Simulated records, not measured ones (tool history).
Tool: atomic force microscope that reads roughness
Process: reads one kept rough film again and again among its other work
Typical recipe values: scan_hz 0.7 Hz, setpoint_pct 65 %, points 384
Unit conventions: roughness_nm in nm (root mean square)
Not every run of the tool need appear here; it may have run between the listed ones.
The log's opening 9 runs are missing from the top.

run	hour	scan_hz	setpoint_pct	points	roughness_nm
10	503.3	2.549	65	384	3.054
# hour 532.1: new tip fitted
11	574.8	0.855	65	384	3.648
12	623	0.7	65	994	3.603
13	663.1	0.7	65	384	3.487
14	699	0.7	65	261	3.376
15	753.9	0.699	65	261	3.268
16	791	0.7	65	344	3.217
# hour 798.6: new tip fitted
17	826.9	0.7	65	384	3.68
18	874.3	0.7	65	384	3.544
19	914	0.7	65	384	3.485
20	951.6	0.7	65	997	3.4
21	988	0.7	65	384	3.321
22	1056	2.122	67	384	3.061
# hour 1064.9: new tip fitted
23	1109	1.654	68	384	3.515
24	1165.5	1.4	76	895	3.38
25	1205.4	1.288	65	784	3.41
26	1260	3.539	65	784	3.121
27	1291.9	3.539	65	784	3.064
# hour 1331.5: new tip fitted
28	1360	0.554	81	540	3.64
29	1418.5	1.865	76	384	3.327
30	1488.8	2.424	57	767	3.328
31	1558.8	1.599	65	1020	3.197
# hour 1595.8: new tip fitted
32	1595.8	0.7	67	772	3.753
33	1654.7	1.7	56	384	3.579

What does the tool deliver on the next run?
34	1683.2	2.515	65	444	?

roughness_nm: 3.424 nm (root mean square)
With no hidden state in the tool, this same run would have given roughness_nm 3.724 nm (root mean square).

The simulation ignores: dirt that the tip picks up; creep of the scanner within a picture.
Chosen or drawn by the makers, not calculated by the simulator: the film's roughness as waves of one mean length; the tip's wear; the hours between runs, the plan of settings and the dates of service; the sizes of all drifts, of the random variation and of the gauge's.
